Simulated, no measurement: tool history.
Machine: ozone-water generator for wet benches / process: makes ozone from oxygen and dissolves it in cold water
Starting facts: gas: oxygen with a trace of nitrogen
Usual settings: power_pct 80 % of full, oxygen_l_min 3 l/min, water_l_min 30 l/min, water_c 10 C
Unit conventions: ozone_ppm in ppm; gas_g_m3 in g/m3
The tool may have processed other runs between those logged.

| run | day | power_pct | oxygen_l_min | water_l_min | water_c | ozone_ppm | gas_g_m3 |
|---|---|---|---|---|---|---|---|
| 1 | 0.000 | 80 | 3 | 30 | 10 | 18.2 | 273.1 |
| 2 | 1.125 | 80 | 3 | 30 | 10 | 18.0 | 272.4 |
| 3 | 2.221 | 80 | 3 | 30 | 10 | 18.4 | 271.5 |
| 4 | 3.504 | 46 | 3 | 30 | 10 | 10.8 | 165.3 |
| 5 | 4.788 | 46 | 3 | 30 | 10 | 10.8 | 164.2 |
| 6 | 6.204 | 80 | 3 | 30 | 10 | 18.4 | 273.1 |

The next listed run, before its measurement:
| 7 | 7.775 | 80 | 3 | 30 | 10 | ? | ? |

ozone_ppm: 18.1 ppm
gas_g_m3: 272.5 g/m3
With no hidden state in the tool, this same run would have given ozone_ppm 18.9 ppm, gas_g_m3 279.5 g/m3.
